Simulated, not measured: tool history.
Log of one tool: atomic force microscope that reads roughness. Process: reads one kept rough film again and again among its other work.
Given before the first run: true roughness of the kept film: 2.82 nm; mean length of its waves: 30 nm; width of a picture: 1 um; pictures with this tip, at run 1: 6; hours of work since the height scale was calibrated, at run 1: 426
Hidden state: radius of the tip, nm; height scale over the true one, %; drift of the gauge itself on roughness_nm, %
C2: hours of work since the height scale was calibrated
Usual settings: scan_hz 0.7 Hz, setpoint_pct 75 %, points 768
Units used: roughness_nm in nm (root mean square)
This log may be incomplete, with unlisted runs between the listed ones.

Run 1, day 0: usual settings; pictures with this tip 6; C2 426. Result: roughness_nm 2.474 nm (root mean square).
Run 2, day 0.562: usual settings; pictures with this tip 22; C2 436. Result: roughness_nm 2.415 nm (root mean square).
Run 3, day 1.342: usual settings; pictures with this tip 44; C2 449. Result: roughness_nm 2.35 nm (root mean square).
Run 4, day 2.233: usual settings but points 381; pictures with this tip 69; C2 465. Result: roughness_nm 2.26 nm (root mean square).
At day 2.583: new tip fitted.
Run 5, day 2.708: usual settings but points 381; pictures with this tip 4; C2 472. Result: roughness_nm 2.485 nm (root mean square).
Run 6, day 3.438: usual settings but setpoint_pct 63 %; pictures with this tip 24; C2 485. Result: roughness_nm 2.474 nm (root mean square).
Run 7, day 4.117: usual settings but setpoint_pct 63 %; pictures with this tip 44; C2 497. Result: roughness_nm 2.423 nm (root mean square).
Run 8, day 5.121: usual settings but setpoint_pct 63 %; pictures with this tip 72; C2 514. Result: roughness_nm 2.32 nm (root mean square).
At day 5.333: new tip fitted.
Run 9, day 5.95: usual settings but scan_hz 3.582 Hz, setpoint_pct 63 %; pictures with this tip 17; C2 528. Result: roughness_nm 2.251 nm (root mean square).
Run 10, day 6.554: usual settings but scan_hz 3.582 Hz, setpoint_pct 63 %; pictures with this tip 34; C2 538. Result: roughness_nm 2.191 nm (root mean square).
Run 11, day 7.033: usual settings but setpoint_pct 67 %; pictures with this tip 48; C2 547. Result: roughness_nm 2.386 nm (root mean square).
Run 12, day 7.629: usual settings; pictures with this tip 64; C2 557. Result: roughness_nm 2.297 nm (root mean square).
At day 8.183: new tip fitted.
Run 13, day 8.254: usual settings; pictures with this tip 2; C2 567. Result: roughness_nm 2.497 nm (root mean square).
Run 14, day 9.15: usual settings; pictures with this tip 27; C2 583. Result: roughness_nm 2.422 nm (root mean square).
Run 15, day 9.729: usual settings; pictures with this tip 43; C2 593. Result: roughness_nm 2.359 nm (root mean square).
Run 16, day 10.308: usual settings; pictures with this tip 60; C2 603. Result: roughness_nm 2.3 nm (root mean square).
At day 11.038: new tip fitted.
Run 17, day 11.271: usual settings; pictures with this tip 6; C2 619. Result: roughness_nm 2.478 nm (root mean square).
Run 18, day 12.088: usual settings; pictures with this tip 29; C2 633. Result: roughness_nm 2.389 nm (root mean square).
Run 19, day 12.858: usual settings; pictures with this tip 51; C2 646. Result: roughness_nm 2.33 nm (root mean square).
Run 20, day 13.333: usual settings; pictures with this tip 65; C2 654. Result: roughness_nm 2.283 nm (root mean square).
At day 13.812: new tip fitted.
Run 21, day 14.075: usual settings but scan_hz 1.357 Hz; pictures with this tip 7; C2 667. Result: roughness_nm 2.36 nm (root mean square).
Run 22, day 15.1: usual settings but scan_hz 3.14 Hz; pictures with this tip 36; C2 685. Result: roughness_nm 1.985 nm (root mean square).
Run 23, day 15.888: usual settings but scan_hz 3.14 Hz; pictures with this tip 58; C2 698. Result: roughness_nm 1.935 nm (root mean square).
At day 16.621: new tip fitted.
Run 24, day 16.825: usual settings but scan_hz 1.394 Hz; pictures with this tip 5; C2 714. Result: roughness_nm 2.358 nm (root mean square).
Run 25, day 17.692: usual settings but scan_hz 1.394 Hz; pictures with this tip 30; C2 729. Result: roughness_nm 2.274 nm (root mean square).
Run 26, day 18.483: usual settings but scan_hz 2.107 Hz, setpoint_pct 68 %, points 440; pictures with this tip 52; C2 743. Result: roughness_nm 2.175 nm (root mean square).
Run 27, day 19.354: usual settings but scan_hz 2.336 Hz, setpoint_pct 56 %, points 327; pictures with this tip 77; C2 758. Result: roughness_nm 2.223 nm (root mean square).
At day 19.433: new tip fitted.
Run 28, day 19.971: usual settings but scan_hz 0.566 Hz, points 482; pictures with this tip 15; C2 768. Result: roughness_nm 2.482 nm (root mean square).
Run 29, day 20.762: usual settings but scan_hz 0.566 Hz, points 482; pictures with this tip 37; C2 782. Result: roughness_nm 2.4 nm (root mean square).
Run 30, day 21.604: usual settings but scan_hz 0.566 Hz, setpoint_pct 58 %, points 611; pictures with this tip 61; C2 796. Result: roughness_nm 2.387 nm (root mean square).
Run 31, day 22.058: usual settings but scan_hz 0.566 Hz, setpoint_pct 78 %, points 483; pictures with this tip 74; C2 804. Result: roughness_nm 2.277 nm (root mean square).
At day 22.242: new tip fitted.
Run 32, day 22.796: usual settings but scan_hz 0.611 Hz, setpoint_pct 80 %; pictures with this tip 16; C2 816. Result: roughness_nm 2.417 nm (root mean square).
Run 33, day 23.625: usual settings but scan_hz 0.611 Hz, setpoint_pct 80 %; pictures with this tip 39; C2 831. Result: roughness_nm 2.342 nm (root mean square).
Run 34, day 24.654: usual settings but scan_hz 0.611 Hz, setpoint_pct 80 %; pictures with this tip 69; C2 848. Result: roughness_nm 2.265 nm (root mean square).
At day 24.992: new tip fitted.
Run 35, day 25.362: usual settings but scan_hz 1.608 Hz, points 278; pictures with this tip 10; C2 860. Result: roughness_nm 2.263 nm (root mean square).
Run 36, day 25.925: usual settings but scan_hz 0.586 Hz, setpoint_pct 85 %, points 278; pictures with this tip 26; C2 870. Result: roughness_nm 2.322 nm (root mean square).
Run 37, day 26.679: usual settings but scan_hz 0.586 Hz, setpoint_pct 85 %, points 278; pictures with this tip 47; C2 883. Result: roughness_nm 2.271 nm (root mean square).
Run 38, day 27.217: usual settings but scan_hz 2.93 Hz, setpoint_pct 70 %, points 278; pictures with this tip 63; C2 892. Result: roughness_nm 2.024 nm (root mean square).
Run 39, day 27.721: usual settings but scan_hz 2.93 Hz, setpoint_pct 70 %, points 278; pictures with this tip 77; C2 901. Result: roughness_nm 1.988 nm (root mean square).
At day 27.792: new tip fitted.
Run 40, day 28.571: usual settings but scan_hz 2.93 Hz, setpoint_pct 70 %, points 278; pictures with this tip 22; C2 915. Result: roughness_nm 2.137 nm (root mean square).
Run 41, day 29.5: usual settings but scan_hz 2.93 Hz, setpoint_pct 65 %, points 541; pictures with this tip 49; C2 931. Result: roughness_nm 2.168 nm (root mean square).
Run 42, day 30.417: usual settings but scan_hz 2.917 Hz, setpoint_pct 65 %, points 541; pictures with this tip 75; C2 947. Result: roughness_nm 2.115 nm (root mean square).
At day 30.6: new tip fitted.
Run 43, day 31.354: usual settings but scan_hz 2.917 Hz, setpoint_pct 65 %, points 541; pictures with this tip 21; C2 963. Result: roughness_nm 2.259 nm (root mean square).
Run 44, day 32.104: usual settings but scan_hz 3.546 Hz, setpoint_pct 57 %, points 541; pictures with this tip 43; C2 976. Result: roughness_nm 2.268 nm (root mean square).
Run 45, day 32.879: usual settings but setpoint_pct 72 %, points 867; pictures with this tip 65; C2 989. Result: roughness_nm 2.306 nm (root mean square).
At day 33.404: new tip fitted.
Run 46, day 33.858: usual settings but scan_hz 0.639 Hz, setpoint_pct 83 %, points 385; pictures with this tip 13; C2 1006. Result: roughness_nm 2.386 nm (root mean square).
Run 47, day 34.825: usual settings but scan_hz 2.638 Hz, setpoint_pct 60 %, points 431; pictures with this tip 40; C2 1022. Result: roughness_nm 2.286 nm (root mean square).
Run 48, day 35.304: usual settings but scan_hz 2.191 Hz, points 926; pictures with this tip 54; C2 1030. Result: roughness_nm 2.075 nm (root mean square).

Hidden state or all else? Some run-to-run changes of roughness_nm, split into what the settings, what came in and random variation would give without the hidden state, and what is left for the hidden state (with any gauge scatter that isn't in both results):
Run 4 -> 5: new tip fitted. roughness_nm +0.225 nm (root mean square): hidden state +0.203, all else +0.022.
Run 12 -> 13: new tip fitted. roughness_nm +0.2 nm (root mean square): hidden state +0.206, all else -0.006.
Run 21 -> 22: scan_hz 1.357 -> 3.14. roughness_nm -0.375 nm (root mean square): hidden state -0.082, all else -0.293.
Run 23 -> 24: scan_hz 3.14 -> 1.394, new tip fitted. roughness_nm +0.423 nm (root mean square): hidden state +0.144, all else +0.279.
Run 27 -> 28: scan_hz 2.336 -> 0.566, setpoint_pct 56 -> 75, points 327 -> 482, new tip fitted. roughness_nm +0.259 nm (root mean square): hidden state +0.193, all else +0.066.
Run 34 -> 35: scan_hz 0.611 -> 1.608, setpoint_pct 80 -> 75, points 768 -> 278, new tip fitted. roughness_nm -0.002 nm (root mean square): hidden state +0.207, all else -0.209.
